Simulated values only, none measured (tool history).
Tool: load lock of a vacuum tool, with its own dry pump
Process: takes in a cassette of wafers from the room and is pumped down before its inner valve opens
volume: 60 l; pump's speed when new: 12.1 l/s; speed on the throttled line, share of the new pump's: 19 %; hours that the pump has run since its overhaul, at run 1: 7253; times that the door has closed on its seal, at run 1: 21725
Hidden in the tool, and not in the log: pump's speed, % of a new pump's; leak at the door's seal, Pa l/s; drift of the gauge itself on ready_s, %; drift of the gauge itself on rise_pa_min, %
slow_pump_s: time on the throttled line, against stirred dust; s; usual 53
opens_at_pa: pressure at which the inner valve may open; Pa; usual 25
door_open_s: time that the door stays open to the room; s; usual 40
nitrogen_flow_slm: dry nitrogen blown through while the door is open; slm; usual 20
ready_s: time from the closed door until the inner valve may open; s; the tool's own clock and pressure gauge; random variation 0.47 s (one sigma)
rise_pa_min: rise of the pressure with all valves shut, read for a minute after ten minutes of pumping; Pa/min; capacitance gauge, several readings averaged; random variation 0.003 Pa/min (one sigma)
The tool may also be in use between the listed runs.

| run | hour | slow_pump_s | opens_at_pa | door_open_s | nitrogen_flow_slm | hours that the pump has run since its overhaul | times that the door has closed on its seal | incoming humidity of the room's air, % | ready_s | rise_pa_min |
|---|---|---|---|---|---|---|---|---|---|---|
| 1 | 0.0 | 53 | 25 | 40 | 20 | 7253 | 21725 | 45.6 | 86.4 | 0.193 |
| 2 | 124.3 | 53 | 25 | 40 | 20 | 7377 | 22080 | 43.5 | 86.6 | 0.198 |
| 3 | 358.5 | 53 | 25 | 40 | 20 | 7611 | 22746 | 44.0 | 85.7 | 0.208 |
| 4 | 517.7 | 53 | 25 | 40 | 20 | 7770 | 23200 | 41.4 | 86.6 | 0.210 |
| 5 | 713.5 | 53 | 25 | 40 | 20 | 7966 | 23758 | 45.6 | 85.8 | 0.218 |
| 6 | 826.1 | 53 | 25 | 40 | 20 | 8079 | 24079 | 45.2 | 86.2 | 0.221 |
| 7 | 978.6 | 71 | 25 | 40 | 20 | 8231 | 24513 | 43.6 | 101.1 | 0.222 |
| 8 | 1257.0 | 71 | 19 | 40 | 20 | 8510 | 25306 | 42.5 | 101.8 | 0.245 |
| 9 | 1521.2 | 71 | 19 | 40 | 20 | 8774 | 26058 | 49.1 | 104.2 | 0.245 |
| 10 | 1772.4 | 71 | 19 | 40 | 20 | 9025 | 26774 | 46.4 | 102.2 | 0.252 |
| 11 | 2010.0 | 71 | 19 | 40 | 20 | 9263 | 27451 | 43.1 | 101.5 | 0.261 |
| 12 | 2178.7 | 71 | 19 | 40 | 20 | 9431 | 27931 | 42.3 | 101.9 | 0.277 |
| 13 | 2305.7 | 53 | 25 | 40 | 28 | 9558 | 28293 | 45.1 | 85.8 | 0.267 |
| 14 | 2563.5 | 53 | 25 | 40 | 20 | 9816 | 29027 | 43.3 | 86.3 | 0.285 |
| 15 | 2836.9 | 53 | 25 | 38 | 20 | 10089 | 29806 | 46.7 | 86.3 | 0.296 |
| 16 | 3117.1 | 36 | 25 | 40 | 20 | 10370 | 30604 | 47.5 | 72.9 | 0.305 |
| 17 | 3380.3 | 36 | 25 | 40 | 20 | 10633 | 31354 | 42.9 | 73.2 | 0.308 |
| 18 | 3585.1 | 36 | 25 | 40 | 20 | 10838 | 31937 | 44.5 | 74.0 | 0.326 |
| 19 | 3744.6 | 36 | 25 | 40 | 20 | 10997 | 32391 | 43.2 | 73.0 | 0.334 |
| 20 | 4017.1 | 36 | 25 | 40 | 20 | 11270 | 33167 | 46.2 | 73.6 | 0.341 |
| 21 | 4208.9 | 72 | 48 | 84 | 20 | 11461 | 33714 | 44.7 | 98.4 | 0.365 |
| 22 | 4440.0 | 53 | 27 | 82 | 12 | 11692 | 34372 | 42.3 | 86.5 | 0.372 |
| 23 | 4555.6 | 53 | 27 | 82 | 10 | 11808 | 34701 | 47.4 | 86.9 | 0.375 |
| 24 | 4743.9 | 53 | 27 | 82 | 10 | 11996 | 35237 | 46.5 | 86.2 | 0.392 |
| 25 | 4932.2 | 42 | 42 | 40 | 25 | 12185 | 35774 | 43.6 | 75.1 | 0.386 |
| 26 | 5077.3 | 53 | 21 | 40 | 22 | 12330 | 36187 | 47.9 | 89.0 | 0.394 |
| 27 | 5252.3 | 29 | 25 | 40 | 20 | 12505 | 36686 | 46.3 | 68.1 | 0.412 |
| 28 | 5365.8 | 53 | 25 | 40 | 16 | 12618 | 37009 | 44.8 | 87.3 | 0.415 |
| 29 | 5641.9 | 53 | 30 | 40 | 30 | 12894 | 37795 | 46.2 | 86.5 | 0.423 |
| 30 | 5911.7 | 53 | 30 | 40 | 30 | 13164 | 38564 | 44.7 | 86.4 | 0.436 |
| 31 | 6130.0 | 53 | 30 | 40 | 30 | 13382 | 39185 | 44.6 | 86.6 | 0.443 |
| 32 | 6334.1 | 43 | 25 | 40 | 4 | 13587 | 39767 | 45.1 | 79.3 | 0.458 |
| 33 | 6533.1 | 43 | 25 | 40 | 4 | 13786 | 40334 | 43.5 | 79.5 | 0.466 |
|  | 6705.4 | dry pump taken out, an overhauled one fitted |
| 34 | 6796.5 | 43 | 25 | 40 | 4 | 91 | 41067 | 47.0 | 76.5 | 0.485 |
| 35 | 6915.5 | 53 | 25 | 45 | 11 | 210 | 41406 | 46.1 | 84.5 | 0.486 |
| 36 | 7044.9 | 53 | 21 | 50 | 11 | 340 | 41774 | 45.2 | 85.2 | 0.507 |
| 37 | 7157.5 | 71 | 25 | 27 | 10 | 452 | 42095 | 45.9 | 98.9 | 0.501 |

Forecast each of these 3 alternatives for the next run:
| A | 7390.6 | 53 | 25 | 25 | 34 | 685 | 42759 | 43.3 | ? | ? |
| B | 7390.6 | 53 | 25 | 40 | 8 | 685 | 42759 | 41.3 | ? | ? |
| C | 7390.6 | 80 | 21 | 40 | 20 | 685 | 42759 | 43.8 | ? | ? |

| run | ready_s | rise_pa_min |
|---|---|---|
| A | 84.6 | 0.504 |
| B | 84.9 | 0.517 |
| C | 107.3 | 0.512 |
Without the tool's hidden state the same runs would have given:
| run | ready_s | rise_pa_min |
|---|---|---|
| A | 84.1 | 0.003 |
| B | 84.4 | 0.019 |
| C | 106.9 | 0.012 |

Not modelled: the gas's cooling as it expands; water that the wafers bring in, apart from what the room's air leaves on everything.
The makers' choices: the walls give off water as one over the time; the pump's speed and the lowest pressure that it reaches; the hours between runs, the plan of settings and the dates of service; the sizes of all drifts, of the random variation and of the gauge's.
